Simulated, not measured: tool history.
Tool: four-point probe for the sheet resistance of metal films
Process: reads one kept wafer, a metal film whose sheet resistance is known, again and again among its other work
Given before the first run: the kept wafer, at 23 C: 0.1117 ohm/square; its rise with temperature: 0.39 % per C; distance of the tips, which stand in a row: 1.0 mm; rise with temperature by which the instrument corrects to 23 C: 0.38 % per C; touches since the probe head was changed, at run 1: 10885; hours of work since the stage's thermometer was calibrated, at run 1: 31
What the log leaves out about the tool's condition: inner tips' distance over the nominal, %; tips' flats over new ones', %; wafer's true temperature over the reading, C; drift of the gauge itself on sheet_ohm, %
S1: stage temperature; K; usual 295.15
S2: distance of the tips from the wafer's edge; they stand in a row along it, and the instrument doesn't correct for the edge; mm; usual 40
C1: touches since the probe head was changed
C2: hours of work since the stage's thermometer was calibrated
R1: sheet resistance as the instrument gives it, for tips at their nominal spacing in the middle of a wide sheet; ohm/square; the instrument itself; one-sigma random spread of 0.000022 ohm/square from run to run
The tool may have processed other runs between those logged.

{"run": 1, "hour": 0.0, "S1": 295.15, "S2": 40, "C1": 10885, "C2": 31, "R1": 0.111915}
{"run": 2, "hour": 19.4, "S1": 291.15, "S2": 40, "C1": 11340, "C2": 40, "R1": 0.111867}
{"run": 3, "hour": 37.3, "S1": 291.15, "S2": 7, "C1": 11760, "C2": 48, "R1": 0.113087}
{"run": 4, "hour": 76.5, "S1": 296.15, "S2": 7, "C1": 12683, "C2": 66, "R1": 0.11316}
{"run": 5, "hour": 103.6, "S1": 296.15, "S2": 7, "C1": 13319, "C2": 78, "R1": 0.113141}
{"run": 6, "hour": 141.8, "S1": 295.15, "S2": 40, "C1": 14218, "C2": 95, "R1": 0.111916}
{"run": 7, "hour": 180.8, "S1": 295.15, "S2": 40, "C1": 15133, "C2": 113, "R1": 0.111919}
{"run": 8, "hour": 212.1, "S1": 295.15, "S2": 10, "C1": 15868, "C2": 127, "R1": 0.112429}
{"run": 9, "hour": 252.7, "S1": 295.15, "S2": 10, "C1": 16821, "C2": 146, "R1": 0.112455}
{"run": 10, "hour": 286.2, "S1": 295.15, "S2": 10, "C1": 17610, "C2": 161, "R1": 0.112514}
{"run": 11, "hour": 326.3, "S1": 295.15, "S2": 7, "C1": 18550, "C2": 179, "R1": 0.113103}
{"run": 12, "hour": 353.6, "S1": 295.15, "S2": 7, "C1": 19193, "C2": 192, "R1": 0.113072}
{"run": 13, "hour": 395.2, "S1": 295.15, "S2": 9, "C1": 20169, "C2": 211, "R1": 0.11261}
{"run": 14, "hour": 428.1, "S1": 295.15, "S2": 40, "C1": 20942, "C2": 226, "R1": 0.111912}
{"run": 15, "hour": 455.0, "S1": 300.15, "S2": 40, "C1": 21575, "C2": 238, "R1": 0.111967}
{"run": 16, "hour": 483.7, "S1": 300.15, "S2": 40, "C1": 22249, "C2": 251, "R1": 0.111971}
{"run": 17, "hour": 508.4, "S1": 300.15, "S2": 40, "C1": 22829, "C2": 262, "R1": 0.111954}
{"run": 18, "hour": 541.0, "S1": 298.15, "S2": 40, "C1": 23596, "C2": 277, "R1": 0.111974}
{"run": 19, "hour": 577.2, "S1": 298.15, "S2": 40, "C1": 24447, "C2": 294, "R1": 0.111886}
{"run": 20, "hour": 609.1, "S1": 298.15, "S2": 40, "C1": 25196, "C2": 308, "R1": 0.111928}
{"run": 21, "hour": 631.9, "S1": 298.15, "S2": 40, "C1": 25731, "C2": 319, "R1": 0.111907}
{"run": 22, "hour": 666.4, "S1": 298.15, "S2": 40, "C1": 26541, "C2": 334, "R1": 0.111954}
{"run": 23, "hour": 701.7, "S1": 298.15, "S2": 40, "C1": 27372, "C2": 351, "R1": 0.111924}
{"run": 24, "hour": 737.8, "S1": 298.15, "S2": 40, "C1": 28220, "C2": 367, "R1": 0.111895}
{"run": 25, "hour": 772.8, "S1": 306.15, "S2": 38, "C1": 29042, "C2": 383, "R1": 0.112007}
{"run": 26, "hour": 802.4, "S1": 292.15, "S2": 23, "C1": 29738, "C2": 397, "R1": 0.111907}
{"run": 27, "hour": 829.7, "S1": 292.15, "S2": 23, "C1": 30379, "C2": 409, "R1": 0.111905}
{"run": 28, "hour": 864.2, "S1": 293.15, "S2": 4, "C1": 31188, "C2": 425, "R1": 0.115417}
{"run": 29, "hour": 886.4, "S1": 296.15, "S2": 40, "C1": 31710, "C2": 435, "R1": 0.111911}
{"run": 30, "hour": 917.5, "S1": 299.15, "S2": 8, "C1": 32441, "C2": 449, "R1": 0.112804}
{"run": 31, "hour": 956.4, "S1": 300.15, "S2": 43, "C1": 33356, "C2": 467, "R1": 0.111885}
{"run": 32, "hour": 983.1, "S1": 300.15, "S2": 43, "C1": 33982, "C2": 479, "R1": 0.111952}
{"run": 33, "hour": 1016.4, "S1": 295.15, "S2": 12, "C1": 34764, "C2": 494, "R1": 0.112242}
{"run": 34, "hour": 1048.4, "S1": 307.15, "S2": 3, "C1": 35518, "C2": 509, "R1": 0.118262}
{"run": 35, "hour": 1067.7, "S1": 296.15, "S2": 36, "C1": 35969, "C2": 517, "R1": 0.111853}
{"run": 36, "hour": 1093.7, "S1": 296.15, "S2": 36, "C1": 36580, "C2": 529, "R1": 0.111859}
{"run": 37, "hour": 1116.4, "S1": 291.15, "S2": 4, "C1": 37115, "C2": 540, "R1": 0.115378}
{"run": 38, "hour": 1141.4, "S1": 291.15, "S2": 15, "C1": 37703, "C2": 551, "R1": 0.111983}
{"run": 39, "hour": 1182.5, "S1": 299.15, "S2": 34, "C1": 38668, "C2": 570, "R1": 0.111878}
{"run": 40, "hour": 1219.7, "S1": 299.15, "S2": 34, "C1": 39542, "C2": 587, "R1": 0.111911}
{"run": 41, "hour": 1239.3, "S1": 297.15, "S2": 72, "C1": 40001, "C2": 596, "R1": 0.111813}
{"run": 42, "hour": 1277.2, "S1": 294.15, "S2": 16, "C1": 40891, "C2": 613, "R1": 0.111998}
{"run": 43, "hour": 1315.9, "S1": 294.15, "S2": 16, "C1": 41802, "C2": 631, "R1": 0.111983}
{"run": 44, "hour": 1342.4, "S1": 292.15, "S2": 28, "C1": 42425, "C2": 643, "R1": 0.1118}

Some steps in R1, run to run, broken into two amounts with sign: the step expected even without the hidden condition (settings, incoming material, random variation), and the rest, left for the hidden condition together with whatever gauge scatter is not in both the measured and the hidden-condition-free result:
Run 5 -> 6: S1 296.15 -> 295.15, S2 7 -> 40. R1 -0.001225 ohm/square: hidden state -0.000006, all else -0.001219.
Run 33 -> 34: S1 295.15 -> 307.15, S2 12 -> 3. R1 +0.00602 ohm/square: hidden state +0.000001, all else +0.006019.
Run 34 -> 35: S1 307.15 -> 296.15, S2 3 -> 36. R1 -0.006409 ohm/square: hidden state -0.000007, all else -0.006402.
Run 36 -> 37: S1 296.15 -> 291.15, S2 36 -> 4. R1 +0.003519 ohm/square: hidden state +0.000002, all else +0.003517.
Run 38 -> 39: S1 291.15 -> 299.15, S2 15 -> 34. R1 -0.000105 ohm/square: hidden state -0.000007, all else -0.000098.
